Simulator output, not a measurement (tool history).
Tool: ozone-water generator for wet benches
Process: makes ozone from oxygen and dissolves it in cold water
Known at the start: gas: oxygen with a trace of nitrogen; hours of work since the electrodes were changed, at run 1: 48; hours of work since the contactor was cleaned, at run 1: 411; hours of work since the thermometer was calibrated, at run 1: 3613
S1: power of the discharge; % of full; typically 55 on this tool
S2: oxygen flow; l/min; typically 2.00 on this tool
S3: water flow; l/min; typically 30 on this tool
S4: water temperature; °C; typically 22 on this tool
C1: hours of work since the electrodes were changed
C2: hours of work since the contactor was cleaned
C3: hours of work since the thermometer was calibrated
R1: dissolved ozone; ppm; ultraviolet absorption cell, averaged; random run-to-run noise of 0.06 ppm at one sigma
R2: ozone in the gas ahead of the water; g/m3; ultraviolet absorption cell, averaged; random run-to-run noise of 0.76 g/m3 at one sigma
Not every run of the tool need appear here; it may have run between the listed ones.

run,hour,S1,S2,S3,S4,C1,C2,C3,R1,R2
1,0.0,55,2.00,30,22,48,411,3613,4.05,114.0
2,81.6,62,2.00,30,22,112,475,3677,4.43,127.9
3,162.6,62,2.00,30,22,175,539,3740,4.39,127.6
4,205.9,62,2.00,30,22,209,573,3774,4.41,127.7
5,267.8,62,2.00,30,22,258,621,3823,4.42,127.5
6,332.6,62,2.00,30,22,309,672,3874,4.42,126.2
7,374.9,62,2.00,30,22,342,705,3907,4.48,126.6
8,453.0,62,2.00,30,22,403,767,3968,4.33,126.7
9,534.2,62,2.00,30,22,467,830,4032,4.31,125.9
10,612.4,55,2.45,30,22,528,892,4093,4.12,100.8
11,663.9,65,2.45,30,22,568,932,4134,4.85,118.2
12,726.1,55,3.05,28,22,617,981,4182,4.53,88.9
13,776.7,55,2.00,30,14,657,1021,4222,3.98,114.0
14,853.5,55,2.00,30,14,717,1081,4282,4.08,113.2
15,889.1,55,2.00,30,14,745,1109,4310,4.13,112.2
16,932.7,55,2.00,47,14,779,1143,4344,2.58,112.9
17,976.8,55,2.00,28,22,814,1177,4379,4.16,112.9
18,1047.4,55,2.00,28,22,869,1233,4434,4.16,112.4
19,1118.2,91,2.00,19,18,925,1288,4490,10.26,179.5
20,1159.0,91,2.00,19,18,957,1320,4522,10.18,178.7
21,1213.0,82,1.95,48,22,999,1363,4564,3.37,165.8

Each run again, without the hidden state but with its own random variation kept:
What the log doesn't record here: yield of the discharge, % of new electrodes'; contactor's efficiency, % of a clean one's; true water temperature over the reading, C; drift of the gauge itself on ozone_ppm, %; drift of the gauge itself on gas_g_m3, %.
run,R1,R2
1,4.06,113.8
2,4.45,127.8
3,4.42,127.7
4,4.44,127.8
5,4.46,127.7
6,4.46,126.5
7,4.52,127.0
8,4.38,127.2
9,4.36,126.5
10,4.17,101.3
11,4.92,119.0
12,4.60,89.4
13,4.05,114.8
14,4.15,114.1
15,4.20,113.1
16,2.62,113.8
17,4.24,113.8
18,4.24,113.5
19,10.53,182.4
20,10.45,181.8
21,3.46,168.6

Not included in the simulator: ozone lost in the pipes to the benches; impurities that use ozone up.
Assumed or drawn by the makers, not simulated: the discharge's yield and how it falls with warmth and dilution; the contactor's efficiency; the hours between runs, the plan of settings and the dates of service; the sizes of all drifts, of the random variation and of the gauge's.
